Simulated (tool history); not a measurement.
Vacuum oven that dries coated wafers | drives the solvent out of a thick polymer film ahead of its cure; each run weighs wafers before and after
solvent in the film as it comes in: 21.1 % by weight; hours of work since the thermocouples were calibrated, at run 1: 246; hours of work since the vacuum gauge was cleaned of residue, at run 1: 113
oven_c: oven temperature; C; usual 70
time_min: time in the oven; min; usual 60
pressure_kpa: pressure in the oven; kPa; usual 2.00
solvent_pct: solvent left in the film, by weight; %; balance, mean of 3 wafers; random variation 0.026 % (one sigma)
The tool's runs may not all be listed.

| run | day | oven_c | time_min | pressure_kpa | hours of work since the thermocouples were calibrated | hours of work since the vacuum gauge was cleaned of residue | solvent_pct |
|---|---|---|---|---|---|---|---|
| 1 | 0.000 | 70 | 60 | 2.00 | 246 | 113 | 3.14 |
| 2 | 0.633 | 70 | 60 | 2.20 | 252 | 119 | 3.23 |
| 3 | 1.396 | 70 | 60 | 2.20 | 260 | 127 | 3.25 |
| 4 | 2.012 | 70 | 86 | 2.00 | 266 | 133 | 1.87 |
| 5 | 2.729 | 70 | 60 | 2.00 | 273 | 140 | 3.19 |
| 6 | 3.617 | 70 | 60 | 2.00 | 282 | 148 | 3.24 |
| 7 | 4.792 | 70 | 60 | 2.00 | 293 | 160 | 3.24 |
| 8 | 5.617 | 70 | 60 | 2.00 | 301 | 168 | 3.21 |
| 9 | 6.296 | 62 | 60 | 2.00 | 308 | 174 | 7.21 |
| 10 | 7.192 | 62 | 60 | 2.00 | 316 | 183 | 7.18 |
| 11 | 8.054 | 62 | 60 | 2.00 | 325 | 192 | 7.10 |
| 12 | 9.250 | 57 | 60 | 2.00 | 336 | 203 | 9.92 |
| 13 | 10.104 | 57 | 60 | 2.59 | 345 | 211 | 10.05 |
| 14 | 10.904 | 81 | 60 | 2.00 | 352 | 219 | 0.72 |
| 15 | 11.746 | 81 | 60 | 2.00 | 361 | 227 | 0.68 |
| 16 | 12.746 | 81 | 60 | 2.00 | 370 | 237 | 0.66 |
| 17 | 13.779 | 70 | 60 | 2.00 | 381 | 247 | 3.26 |
| 18 | 15.162 | 70 | 60 | 2.00 | 394 | 261 | 3.28 |
| 19 | 15.792 | 81 | 49 | 2.48 | 400 | 267 | 1.06 |
| 20 | 16.862 | 81 | 49 | 2.48 | 411 | 277 | 1.09 |
| 21 | 17.454 | 56 | 60 | 1.96 | 416 | 283 | 10.29 |
| 22 | 18.250 | 79 | 33 | 3.06 | 424 | 291 | 2.86 |
| 23 | 19.596 | 79 | 33 | 3.06 | 437 | 304 | 2.85 |
|  | 19.721 | vacuum gauge cleaned of residue and calibrated |
| 24 | 20.375 | 83 | 33 | 3.11 | 444 | 6 | 1.66 |
| 25 | 21.188 | 56 | 33 | 3.11 | 452 | 14 | 13.47 |
| 26 | 22.321 | 56 | 33 | 3.11 | 463 | 25 | 13.44 |
| 27 | 23.529 | 56 | 33 | 3.11 | 475 | 37 | 13.45 |
|  | 23.988 | vacuum gauge cleaned of residue and calibrated, once more |
| 28 | 24.412 | 70 | 60 | 2.28 | 483 | 4 | 3.40 |
| 29 | 25.521 | 69 | 64 | 4.34 | 494 | 15 | 4.28 |
| 30 | 26.762 | 67 | 36 | 5.84 | 506 | 27 | 8.88 |
| 31 | 28.038 | 67 | 36 | 5.84 | 518 | 39 | 8.88 |
| 32 | 29.179 | 70 | 60 | 2.56 | 529 | 51 | 3.56 |
| 33 | 29.792 | 75 | 55 | 2.00 | 535 | 57 | 1.94 |
| 34 | 30.658 | 75 | 36 | 1.65 | 544 | 65 | 3.69 |
| 35 | 31.546 | 66 | 60 | 6.50 | 552 | 74 | 6.91 |
| 36 | 32.271 | 60 | 47 | 3.25 | 559 | 81 | 10.24 |

Measured less the same run without the tool's hidden state. The same run-to-run variation is in both; the gauge's scatter may not be:
The hidden state here: true wafer temperature over the reading, C; true pressure over the reading, kPa; drift of the gauge itself on solvent_pct, %.
| run | solvent_pct |
|---|---|
| 1 | +0.39 |
| 2 | +0.40 |
| 3 | +0.40 |
| 4 | +0.26 |
| 5 | +0.40 |
| 6 | +0.41 |
| 7 | +0.42 |
| 8 | +0.43 |
| 9 | +0.60 |
| 10 | +0.60 |
| 11 | +0.60 |
| 12 | +0.60 |
| 13 | +0.59 |
| 14 | +0.09 |
| 15 | +0.10 |
| 16 | +0.10 |
| 17 | +0.47 |
| 18 | +0.49 |
| 19 | +0.16 |
| 20 | +0.17 |
| 21 | +0.63 |
| 22 | +0.42 |
| 23 | +0.44 |
| 24 | +0.29 |
| 25 | +0.52 |
| 26 | +0.52 |
| 27 | +0.53 |
| 28 | +0.52 |
| 29 | +0.56 |
| 30 | +0.71 |
| 31 | +0.73 |
| 32 | +0.56 |
| 33 | +0.37 |
| 34 | +0.58 |
| 35 | +0.74 |
| 36 | +0.74 |
